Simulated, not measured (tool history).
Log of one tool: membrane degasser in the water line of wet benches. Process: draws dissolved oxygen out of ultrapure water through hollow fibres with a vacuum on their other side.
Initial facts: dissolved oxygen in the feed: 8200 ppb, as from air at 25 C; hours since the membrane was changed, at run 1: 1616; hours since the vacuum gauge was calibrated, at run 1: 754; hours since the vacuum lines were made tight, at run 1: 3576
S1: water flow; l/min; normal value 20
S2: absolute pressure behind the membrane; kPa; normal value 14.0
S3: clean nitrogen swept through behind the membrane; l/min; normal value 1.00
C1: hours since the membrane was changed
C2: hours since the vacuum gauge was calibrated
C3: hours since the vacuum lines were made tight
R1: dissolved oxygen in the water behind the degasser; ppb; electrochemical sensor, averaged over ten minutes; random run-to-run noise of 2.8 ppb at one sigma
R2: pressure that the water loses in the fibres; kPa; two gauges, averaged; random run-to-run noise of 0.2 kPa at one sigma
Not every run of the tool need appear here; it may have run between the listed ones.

| run | hour | S1 | S2 | S3 | C1 | C2 | C3 | R1 | R2 |
|---|---|---|---|---|---|---|---|---|---|
| 1 | 0.0 | 20 | 14.0 | 1.00 | 1616 | 754 | 3576 | 473.1 | 42.10 |
| 2 | 169.3 | 20 | 14.0 | 1.00 | 1785 | 923 | 3745 | 472.9 | 41.88 |
| 3 | 352.2 | 20 | 14.0 | 1.00 | 1968 | 1106 | 3928 | 470.8 | 42.24 |
| 4 | 587.7 | 21 | 14.0 | 1.00 | 2204 | 1341 | 4164 | 495.6 | 44.24 |
| 5 | 782.6 | 21 | 14.0 | 1.00 | 2398 | 1536 | 4359 | 493.1 | 44.40 |
| 6 | 942.3 | 20 | 8.4 | 1.00 | 2558 | 1696 | 4518 | 240.3 | 42.44 |
| 7 | 1104.2 | 20 | 14.0 | 1.00 | 2720 | 1858 | 4680 | 473.8 | 42.21 |
| 8 | 1305.3 | 20 | 23.3 | 1.00 | 2921 | 2059 | 4881 | 836.0 | 41.74 |
| 9 | 1423.6 | 20 | 23.3 | 1.00 | 3039 | 2177 | 5000 | 824.7 | 42.61 |
| 10 | 1587.0 | 20 | 14.0 | 1.00 | 3203 | 2341 | 5163 | 469.2 | 42.77 |
| 11 | 1784.0 | 20 | 14.0 | 1.00 | 3400 | 2538 | 5360 | 469.2 | 42.40 |
| 12 | 1989.2 | 20 | 14.0 | 1.00 | 3605 | 2743 | 5565 | 472.1 | 42.83 |
| 13 | 2145.4 | 20 | 14.0 | 1.00 | 3761 | 2899 | 5721 | 473.3 | 42.35 |
| 14 | 2360.5 | 20 | 14.0 | 1.00 | 3976 | 3114 | 5937 | 473.1 | 42.52 |
| 15 | 2486.1 | 17 | 14.0 | 1.00 | 4102 | 3240 | 6062 | 404.3 | 36.27 |
| 16 | 2772.1 | 17 | 14.0 | 1.00 | 4388 | 3526 | 6348 | 407.4 | 36.35 |
| 17 | 2902.1 | 28 | 9.3 | 2.64 | 4518 | 3656 | 6478 | 191.8 | 59.81 |
|  | 3034.9 | seals of the vacuum lines changed |
| 18 | 3135.5 | 18 | 29.0 | 2.64 | 4749 | 3887 | 101 | 415.2 | 38.11 |
| 19 | 3293.3 | 18 | 29.0 | 2.64 | 4907 | 4045 | 258 | 414.2 | 38.50 |
| 20 | 3577.3 | 18 | 29.0 | 2.64 | 5191 | 4329 | 542 | 417.5 | 38.57 |
|  | 3611.9 | vacuum gauge calibrated |
| 21 | 3759.9 | 26 | 8.5 | 1.34 | 5373 | 148 | 725 | 260.6 | 55.28 |
| 22 | 4041.7 | 26 | 8.5 | 1.34 | 5655 | 430 | 1006 | 258.7 | 55.60 |
| 23 | 4305.8 | 26 | 8.5 | 1.84 | 5919 | 694 | 1270 | 204.3 | 55.86 |
| 24 | 4434.8 | 32 | 16.2 | 1.68 | 6048 | 823 | 1399 | 575.4 | 68.42 |
| 25 | 4638.6 | 20 | 14.4 | 0.91 | 6252 | 1027 | 1603 | 535.4 | 43.30 |
| 26 | 4899.9 | 20 | 31.1 | 1.63 | 6513 | 1288 | 1865 | 754.5 | 43.04 |
| 27 | 5141.0 | 20 | 31.1 | 1.63 | 6754 | 1529 | 2106 | 741.5 | 42.84 |
| 28 | 5347.4 | 13 | 12.1 | 2.53 | 6961 | 1736 | 2312 | 114.4 | 27.98 |
| 29 | 5600.2 | 21 | 21.6 | 0.67 | 7214 | 1988 | 2565 | 1100.6 | 45.08 |
| 30 | 5826.4 | 30 | 11.3 | 0.67 | 7440 | 2215 | 2791 | 710.7 | 64.69 |
| 31 | 6076.3 | 30 | 11.3 | 0.67 | 7690 | 2464 | 3041 | 705.8 | 64.77 |

What if the next run were any one of these 3? Each begins from the tool's condition after run 31:
| A | 6322.1 | 23 | 25.8 | 1.59 | 7936 | 2710 | 3287 | ? | ? |
| B | 6322.1 | 30 | 24.7 | 0.67 | 7936 | 2710 | 3287 | ? | ? |
| C | 6322.1 | 20 | 14.0 | 2.03 | 7936 | 2710 | 3287 | ? | ? |

| run | R1 | R2 |
|---|---|---|
| A | 719.5 | 49.36 |
| B | 1639.6 | 64.83 |
| C | 261.5 | 43.09 |
Had the tool no hidden state, the same runs would have come out as:
| run | R1 | R2 |
|---|---|---|
| A | 719.2 | 48.23 |
| B | 1639.1 | 63.35 |
| C | 261.3 | 42.11 |

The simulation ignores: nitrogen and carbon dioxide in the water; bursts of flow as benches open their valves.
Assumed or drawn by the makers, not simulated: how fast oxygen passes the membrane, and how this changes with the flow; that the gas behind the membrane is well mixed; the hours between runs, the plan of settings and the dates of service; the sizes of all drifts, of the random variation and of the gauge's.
